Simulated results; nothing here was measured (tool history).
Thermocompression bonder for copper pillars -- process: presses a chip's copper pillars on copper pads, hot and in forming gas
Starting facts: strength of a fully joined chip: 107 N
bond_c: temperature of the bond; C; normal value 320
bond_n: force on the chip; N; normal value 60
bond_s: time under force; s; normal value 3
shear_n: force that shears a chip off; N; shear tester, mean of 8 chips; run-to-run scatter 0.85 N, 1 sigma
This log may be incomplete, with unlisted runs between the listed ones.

run   hour  bond_c  bond_n  bond_s  shear_n
  1    0.0     320      60       3     69.2
  2   15.9     320      60       3     69.0
  3   26.3     320      60       3     68.5
  4   37.8     320      60       3     67.8
  5   51.7     320      60       3     67.0
  6   61.5     320      60       3     67.9
  7   78.8     320      60       3     67.5
  8   92.6     320      60       3     67.8
  9  105.3     320      60       3     66.3
 10  119.2     328      37       9     70.3
 11  127.8     349      41       5     75.3
 12  143.1     349      41       5     74.7
 13  152.0     335      60       3     75.2
 14  167.1     335      60       3     73.5
 15  178.9     335      60       3     74.6
 16  190.8     335      60       3     73.4
 17  207.9     335      84       3     84.2

Per-run results on a tool with no hidden state, each run keeping its own random variation:
The tool's hidden condition here consists of: true temperature of the bond over the reading, C; force that reaches the chip, % of what is set; oxide that the forming gas leaves, % of the face; drift of the gauge itself on shear_n, %.
run  shear_n
  1     78.5
  2     78.7
  3     78.2
  4     77.8
  5     77.1
  6     78.1
  7     77.9
  8     78.7
  9     77.3
 10     81.5
 11     86.5
 12     86.0
 13     87.0
 14     85.4
 15     86.9
 16     85.8
 17     96.6

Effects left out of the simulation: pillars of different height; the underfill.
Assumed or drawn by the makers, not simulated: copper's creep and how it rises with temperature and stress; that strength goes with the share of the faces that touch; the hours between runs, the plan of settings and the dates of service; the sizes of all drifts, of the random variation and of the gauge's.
